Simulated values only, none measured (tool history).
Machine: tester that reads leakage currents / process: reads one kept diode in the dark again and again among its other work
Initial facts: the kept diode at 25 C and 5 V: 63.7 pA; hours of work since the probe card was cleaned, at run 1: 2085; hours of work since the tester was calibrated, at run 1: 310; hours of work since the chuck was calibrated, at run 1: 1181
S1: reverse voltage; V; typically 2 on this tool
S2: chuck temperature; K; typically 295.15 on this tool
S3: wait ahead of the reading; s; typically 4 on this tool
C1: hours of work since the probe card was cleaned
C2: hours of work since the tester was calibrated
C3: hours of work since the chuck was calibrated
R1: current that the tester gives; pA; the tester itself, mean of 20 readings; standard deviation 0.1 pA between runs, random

run 1 hour=0 | S1=2 S2=295.15 S3=4 | C1=2085 C2=310 C3=1181 | R1=31.09
run 2 hour=86.9 | S1=2 S2=295.15 S3=4 | C1=2122 C2=347 C3=1218 | R1=31.29
run 3 hour=213.7 | S1=2 S2=295.15 S3=4 | C1=2176 C2=401 C3=1272 | R1=31.51
run 4 hour=312.4 | S1=3.98 S2=295.15 S3=4 | C1=2219 C2=443 C3=1314 | R1=44.89
run 5 hour=406.1 | S1=3.98 S2=295.15 S3=4 | C1=2259 C2=484 C3=1354 | R1=45.14
run 6 hour=470.9 | S1=2 S2=295.15 S3=4 | C1=2286 C2=511 C3=1382 | R1=31.25
run 7 hour=567 | S1=2 S2=295.15 S3=1.1 | C1=2328 C2=552 C3=1423 | R1=31.72
run 8 hour=665.8 | S1=2 S2=295.15 S3=4 | C1=2370 C2=595 C3=1466 | R1=31.31
run 9 hour=744.7 | S1=2 S2=295.15 S3=4 | C1=2404 C2=628 C3=1499 | R1=31.45
run 10 hour=827 | S1=2 S2=294.15 S3=4 | C1=2439 C2=664 C3=1535 | R1=28.31
run 11 hour=974.4 | S1=2 S2=295.15 S3=9.52 | C1=2502 C2=727 C3=1598 | R1=31.1
run 12 hour=1075.8 | S1=2 S2=295.15 S3=9.52 | C1=2545 C2=770 C3=1641 | R1=31.28
run 13 hour=1227.7 | S1=2 S2=295.15 S3=9.52 | C1=2610 C2=835 C3=1706 | R1=31.31
run 14 hour=1376.3 | S1=2 S2=295.15 S3=9.52 | C1=2674 C2=899 C3=1770 | R1=31.43
-- hour=1391.4 probe card cleaned and baked
run 15 hour=1460 | S1=2 S2=295.15 S3=4 | C1=29 C2=933 C3=1804 | R1=32.5
run 16 hour=1540.9 | S1=2 S2=295.15 S3=4 | C1=64 C2=968 C3=1839 | R1=32.73
run 17 hour=1616.2 | S1=2 S2=295.15 S3=4 | C1=96 C2=1000 C3=1871 | R1=32.76
-- hour=1675.9 probe card cleaned and baked, once more
run 18 hour=1707.6 | S1=2 S2=295.15 S3=4 | C1=14 C2=1038 C3=1909 | R1=28.93
run 19 hour=1788.8 | S1=2 S2=295.15 S3=4 | C1=48 C2=1073 C3=1944 | R1=28.94
run 20 hour=1869.7 | S1=2 S2=294.15 S3=4 | C1=83 C2=1107 C3=1978 | R1=26.24
run 21 hour=2005.2 | S1=5.84 S2=294.15 S3=1.51 | C1=141 C2=1165 C3=2036 | R1=44.95
run 22 hour=2143 | S1=2 S2=330.15 S3=2.09 | C1=200 C2=1224 C3=2095 | R1=655.43
run 23 hour=2208.6 | S1=6.22 S2=295.15 S3=2.74 | C1=228 C2=1252 C3=2123 | R1=51.07
run 24 hour=2282.2 | S1=16.36 S2=293.15 S3=4 | C1=259 C2=1284 C3=2155 | R1=67.98
run 25 hour=2373.1 | S1=2 S2=294.15 S3=5.68 | C1=298 C2=1323 C3=2194 | R1=26.15
run 26 hour=2506.6 | S1=2 S2=294.15 S3=5.68 | C1=355 C2=1380 C3=2251 | R1=26.23
run 27 hour=2582.6 | S1=4.45 S2=295.15 S3=4 | C1=388 C2=1412 C3=2283 | R1=43.04
run 28 hour=2713 | S1=13.11 S2=303.15 S3=4 | C1=444 C2=1468 C3=2339 | R1=158.92
run 29 hour=2841.4 | S1=13.11 S2=303.15 S3=4 | C1=499 C2=1523 C3=2394 | R1=157.71
-- hour=2898.5 chuck's temperature calibrated
run 30 hour=2923.3 | S1=13.11 S2=303.15 S3=4 | C1=533 C2=1557 C3=11 | R1=170.22
run 31 hour=2998.7 | S1=3.93 S2=300.15 S3=4.47 | C1=565 C2=1590 C3=43 | R1=70.39
run 32 hour=3097.7 | S1=3.93 S2=300.15 S3=4.47 | C1=608 C2=1632 C3=85 | R1=70.33
run 33 hour=3220.3 | S1=11.27 S2=307.15 S3=4.47 | C1=660 C2=1684 C3=138 | R1=227.31
run 34 hour=3305.2 | S1=15.67 S2=295.15 S3=2.97 | C1=696 C2=1721 C3=174 | R1=89.25
run 35 hour=3455.6 | S1=1.65 S2=298.15 S3=0.85 | C1=761 C2=1785 C3=238 | R1=38.18
run 36 hour=3606.3 | S1=2.05 S2=317.15 S3=3.95 | C1=825 C2=1850 C3=303 | R1=235.89
run 37 hour=3685.1 | S1=2.05 S2=317.15 S3=3.95 | C1=859 C2=1883 C3=337 | R1=235.09
run 38 hour=3765.3 | S1=2.05 S2=317.15 S3=3.95 | C1=893 C2=1918 C3=371 | R1=234.93
run 39 hour=3871.3 | S1=2.05 S2=317.15 S3=3.95 | C1=939 C2=1963 C3=416 | R1=236.58

Hidden state or all else? Some run-to-run changes of R1, split into what the settings, what came in and random variation would give without the hidden state, and what is left for the hidden state (with any gauge scatter that isn't in both results):
Hidden state at play: stray current of the dirty probe card, pA a volt; current scale over the true one, %; true chuck temperature over the reading, C; drift of the gauge itself on leakage_pa, %.
Run 21 -> 22: S1 5.84 -> 2, S2 294.15 -> 330.15, S3 1.51 -> 2.09. R1 +610.48 pA: hidden state -30.36, all else +640.84.
Run 22 -> 23: S1 2 -> 6.22, S2 330.15 -> 295.15, S3 2.09 -> 2.74. R1 -604.36 pA: hidden state +30.16, all else -634.52.
Run 29 -> 30: chuck's temperature calibrated. R1 +12.51 pA: hidden state +11.25, all else +1.26.
Run 35 -> 36: S1 1.65 -> 2.05, S2 298.15 -> 317.15, S3 0.85 -> 3.95. R1 +197.71 pA: hidden state -0.39, all else +198.1.
